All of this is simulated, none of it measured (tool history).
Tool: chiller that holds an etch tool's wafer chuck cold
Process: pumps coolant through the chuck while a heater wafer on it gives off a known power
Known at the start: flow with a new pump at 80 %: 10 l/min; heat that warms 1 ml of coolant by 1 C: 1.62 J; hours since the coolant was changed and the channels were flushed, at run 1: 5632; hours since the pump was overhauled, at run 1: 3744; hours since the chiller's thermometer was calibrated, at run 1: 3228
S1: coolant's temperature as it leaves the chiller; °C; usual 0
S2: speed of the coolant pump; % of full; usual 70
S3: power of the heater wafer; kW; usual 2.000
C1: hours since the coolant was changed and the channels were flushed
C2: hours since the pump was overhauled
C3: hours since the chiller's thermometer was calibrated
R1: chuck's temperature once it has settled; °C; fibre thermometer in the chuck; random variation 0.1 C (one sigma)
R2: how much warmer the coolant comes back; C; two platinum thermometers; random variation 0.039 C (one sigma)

Run 1, hour 0.0: usual settings; C1 5632; C2 3744; C3 3228. Result: R1 26.0 °C, R2 8.47 C.
Run 2, hour 63.9: usual settings; C1 5696; C2 3807; C3 3291. Result: R1 26.0 °C, R2 8.50 C.
Run 3, hour 152.5: usual settings; C1 5785; C2 3896; C3 3380. Result: R1 26.1 °C, R2 8.46 C.
Run 4, hour 261.3: usual settings; C1 5894; C2 4005; C3 3489. Result: R1 26.0 °C, R2 8.39 C.
Run 5, hour 314.1: usual settings but S3 2.489 kW; C1 5947; C2 4058; C3 3542. Result: R1 32.3 °C, R2 10.47 C.
Run 6, hour 378.7: usual settings but S3 2.489 kW; C1 6011; C2 4122; C3 3606. Result: R1 32.4 °C, R2 10.57 C.
Run 7, hour 478.6: usual settings but S2 92 % of full; C1 6111; C2 4222; C3 3706. Result: R1 22.1 °C, R2 6.46 C.
Run 8, hour 557.9: usual settings but S2 90 % of full; C1 6190; C2 4302; C3 3785. Result: R1 22.1 °C, R2 6.62 C.
Run 9, hour 642.2: usual settings but S1 9 °C; C1 6275; C2 4386; C3 3870. Result: R1 34.9 °C, R2 8.49 C.
Run 10, hour 739.2: usual settings but S1 8 °C; C1 6372; C2 4483; C3 3967. Result: R1 34.0 °C, R2 8.53 C.
Run 11, hour 821.6: usual settings but S1 9 °C; C1 6454; C2 4565; C3 4049. Result: R1 34.9 °C, R2 8.56 C.
Run 12, hour 887.8: usual settings but S1 9 °C; C1 6520; C2 4631; C3 4115. Result: R1 34.8 °C, R2 8.55 C.
Run 13, hour 940.2: usual settings; C1 6573; C2 4684; C3 4168. Result: R1 26.0 °C, R2 8.57 C.
Run 14, hour 1057.5: usual settings; C1 6690; C2 4801; C3 4285. Result: R1 26.0 °C, R2 8.59 C.
Run 15, hour 1110.5: usual settings but S2 68 % of full; C1 6743; C2 4854; C3 4338. Result: R1 26.7 °C, R2 8.80 C.
Run 16, hour 1183.4: usual settings but S2 68 % of full; C1 6816; C2 4927; C3 4411. Result: R1 26.5 °C, R2 8.83 C.
Run 17, hour 1283.7: usual settings but S2 80 % of full, S3 1.120 kW; C1 6916; C2 5027; C3 4511. Result: R1 13.5 °C, R2 4.27 C.
Run 18, hour 1386.4: usual settings but S1 8 °C, S2 87 % of full, S3 1.692 kW; C1 7019; C2 5130; C3 4614. Result: R1 27.2 °C, R2 5.89 C.
Run 19, hour 1479.3: usual settings but S1 5 °C, S2 68 % of full, S3 1.692 kW; C1 7112; C2 5223; C3 4707. Result: R1 27.4 °C, R2 7.51 C.
Run 20, hour 1529.1: usual settings but S1 5 °C, S2 68 % of full, S3 1.692 kW; C1 7162; C2 5273; C3 4757. Result: R1 27.5 °C, R2 7.52 C.
At hour 1568.3: coolant changed, channels flushed.
At hour 1569.3: chiller's thermometer calibrated.
Run 21, hour 1596.4: usual settings but S3 1.631 kW; C1 27; C2 5333; C3 27. Result: R1 21.2 °C, R2 7.07 C.
Run 22, hour 1712.6: usual settings but S3 1.631 kW; C1 143; C2 5449; C3 143. Result: R1 21.1 °C, R2 7.03 C.
Run 23, hour 1777.8: usual settings but S2 62 % of full, S3 1.076 kW; C1 209; C2 5514; C3 209. Result: R1 15.0 °C, R2 5.32 C.
Run 24, hour 1863.4: usual settings but S1 -9 °C, S2 67 % of full, S3 2.724 kW; C1 294; C2 5600; C3 294. Result: R1 27.4 °C, R2 12.26 C.
Run 25, hour 1962.1: usual settings but S1 -9 °C, S2 67 % of full, S3 2.724 kW; C1 393; C2 5699; C3 393. Result: R1 27.5 °C, R2 12.27 C.
Run 26, hour 2016.3: usual settings but S1 3 °C, S2 67 % of full, S3 2.724 kW; C1 447; C2 5753; C3 447. Result: R1 39.4 °C, R2 12.19 C.
Run 27, hour 2131.7: usual settings but S1 3 °C, S2 67 % of full, S3 2.724 kW; C1 562; C2 5868; C3 562. Result: R1 39.2 °C, R2 12.30 C.
Run 28, hour 2194.5: usual settings but S1 7 °C, S3 1.173 kW; C1 625; C2 5931; C3 625. Result: R1 22.3 °C, R2 5.11 C.
Run 29, hour 2289.7: usual settings but S1 -7 °C, S2 65 % of full, S3 1.200 kW; C1 720; C2 6026; C3 720. Result: R1 9.2 °C, R2 5.65 C.
Run 30, hour 2371.5: usual settings but S1 -3 °C, S2 82 % of full; C1 802; C2 6108; C3 802. Result: R1 20.6 °C, R2 7.44 C.
Run 31, hour 2444.7: usual settings but S1 -3 °C, S2 82 % of full; C1 875; C2 6181; C3 875. Result: R1 20.4 °C, R2 7.41 C.

3 ways to go on from here, each from the tool as it stands after run 31. What would each give?
Run A, hour 2561.2: usual settings but S1 -3 °C, S2 96 % of full; C1 992; C2 6298; C3 992. Result: R1 ?, R2 ?.
Run B, hour 2561.2: usual settings but S1 -5 °C, S3 2.125 kW; C1 992; C2 6298; C3 992. Result: R1 ?, R2 ?.
Run C, hour 2561.2: usual settings but S1 -5 °C, S3 1.357 kW; C1 992; C2 6298; C3 992. Result: R1 ?, R2 ?.

run    R1    R2
  A  18.3  6.41
  B  22.6  9.22
  C  12.8  5.96
Without the tool's hidden state the same runs would have given:
run    R1    R2
  A  18.3  6.19
  B  22.6  9.00
  C  12.8  5.74
